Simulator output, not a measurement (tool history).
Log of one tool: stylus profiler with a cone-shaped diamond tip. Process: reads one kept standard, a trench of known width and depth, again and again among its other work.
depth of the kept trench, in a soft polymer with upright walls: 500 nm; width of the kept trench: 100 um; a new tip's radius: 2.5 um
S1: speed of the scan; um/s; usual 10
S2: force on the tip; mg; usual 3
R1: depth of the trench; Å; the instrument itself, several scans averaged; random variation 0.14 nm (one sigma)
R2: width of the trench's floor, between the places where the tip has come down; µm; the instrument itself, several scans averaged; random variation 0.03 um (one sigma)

{"run": 1, "day": 0.0, "S1": 10, "S2": 3, "R1": 5092.5, "R2": 96.87}
{"run": 2, "day": 0.712, "S1": 3, "S2": 3, "R1": 5095.9, "R2": 96.8}
{"run": 3, "day": 1.512, "S1": 4, "S2": 3, "R1": 5094.9, "R2": 96.76}
{"run": 4, "day": 2.229, "S1": 4, "S2": 1.72, "R1": 5063.1, "R2": 96.79}
{"run": 5, "day": 3.358, "S1": 4, "S2": 1.72, "R1": 5060.8, "R2": 96.78}
{"run": 6, "day": 4.046, "S1": 4, "S2": 1.72, "R1": 5063.5, "R2": 96.71}
{"run": 7, "day": 4.633, "S1": 10, "S2": 3, "R1": 5091.8, "R2": 96.72}

Forecast run 8:
{"run": 8, "day": 5.65, "S1": 10, "S2": 3, "R1": "?", "R2": "?"}

R1: 5094.5 Å
R2: 96.7 µm
Without the tool's hidden state the same run would have given R1 5096.8 Å, R2 96.99 µm.
